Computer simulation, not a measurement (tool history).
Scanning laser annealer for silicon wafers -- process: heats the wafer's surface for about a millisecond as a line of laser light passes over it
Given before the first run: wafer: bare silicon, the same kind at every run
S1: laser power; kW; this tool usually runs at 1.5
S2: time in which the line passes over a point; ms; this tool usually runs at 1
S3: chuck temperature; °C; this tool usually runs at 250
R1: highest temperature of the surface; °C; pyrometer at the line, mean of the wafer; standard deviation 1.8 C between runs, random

Run 1, hour 0: usual settings. Result: R1 1003 °C.
Run 2, hour 30.5: usual settings. Result: R1 1005 °C.
Run 3, hour 76.4: usual settings but S3 230 °C. Result: R1 984 °C.
Run 4, hour 124.4: usual settings but S3 230 °C. Result: R1 984 °C.
Run 5, hour 177.6: usual settings but S3 230 °C. Result: R1 982 °C.
Run 6, hour 220.5: usual settings but S3 230 °C. Result: R1 979 °C.
Run 7, hour 253.8: usual settings. Result: R1 1005 °C.
Run 8, hour 292.6: usual settings. Result: R1 997 °C.
At hour 341.5: optics aligned, line set to its width.
Run 9, hour 342.4: usual settings. Result: R1 1015 °C.
Run 10, hour 390: usual settings but S2 0.83 ms. Result: R1 934 °C.
Run 11, hour 426.8: usual settings but S2 0.83 ms. Result: R1 932 °C.
Run 12, hour 460: usual settings but S3 224 °C. Result: R1 987 °C.
At hour 479.1: window over the wafer cleaned.
Run 13, hour 498.2: usual settings but S3 224 °C. Result: R1 1020 °C.
At hour 505.5: laser's power meter calibrated.
Run 14, hour 524.6: usual settings but S3 224 °C. Result: R1 1020 °C.
Run 15, hour 558.1: usual settings but S1 1.636 kW, S2 0.86 ms, S3 270 °C. Result: R1 1076 °C.
Run 16, hour 595.3: usual settings but S1 1.599 kW, S2 0.86 ms, S3 287 °C. Result: R1 1069 °C.
Run 17, hour 640.3: usual settings but S1 1.38 kW, S2 0.78 ms, S3 228 °C. Result: R1 848 °C.
Run 18, hour 674.4: usual settings but S2 0.88 ms. Result: R1 983 °C.
Run 19, hour 725: usual settings but S2 0.88 ms. Result: R1 987 °C.
Run 20, hour 770.4: usual settings but S2 0.88 ms. Result: R1 981 °C.
Run 21, hour 795.7: usual settings but S2 0.88 ms. Result: R1 981 °C.
At hour 818.3: laser's power meter calibrated, once more.
Run 22, hour 822.2: usual settings but S2 0.88 ms. Result: R1 979 °C.
Run 23, hour 862.2: usual settings but S2 0.88 ms. Result: R1 981 °C.
Run 24, hour 903.8: usual settings but S1 1.302 kW, S3 241 °C. Result: R1 909 °C.
Run 25, hour 947.6: usual settings but S1 1.329 kW, S3 275 °C. Result: R1 956 °C.
Run 26, hour 984.9: usual settings but S1 1.525 kW, S2 0.78 ms, S3 254 °C. Result: R1 946 °C.
Run 27, hour 1023.3: usual settings but S1 1.56 kW, S2 1.07 ms, S3 262 °C. Result: R1 1115 °C.
Run 28, hour 1054.5: usual settings but S1 1.278 kW, S2 1.08 ms, S3 215 °C. Result: R1 896 °C.

Below are 5 alternative next runs, each starting from the tool's condition after run 28. Predict each:
Run A, hour 1093.3: usual settings but S1 1.332 kW, S2 1.08 ms, S3 215 °C. Result: R1 ?.
Run B, hour 1093.3: usual settings but S1 1.598 kW, S2 1.12 ms, S3 241 °C. Result: R1 ?.
Run C, hour 1093.3: usual settings but S1 1.528 kW, S2 1.06 ms, S3 289 °C. Result: R1 ?.
Run D, hour 1093.3: usual settings but S1 1.323 kW, S2 0.76 ms, S3 267 °C. Result: R1 ?.
Run E, hour 1093.3: usual settings but S1 1.451 kW, S2 1.08 ms, S3 215 °C. Result: R1 ?.

run    R1
  A   925
  B  1141
  C  1116
  D   839
  E  1005
Without the tool's unlogged condition, the same runs would have read:
run    R1
  A   938
  B  1158
  C  1131
  D   849
  E  1020
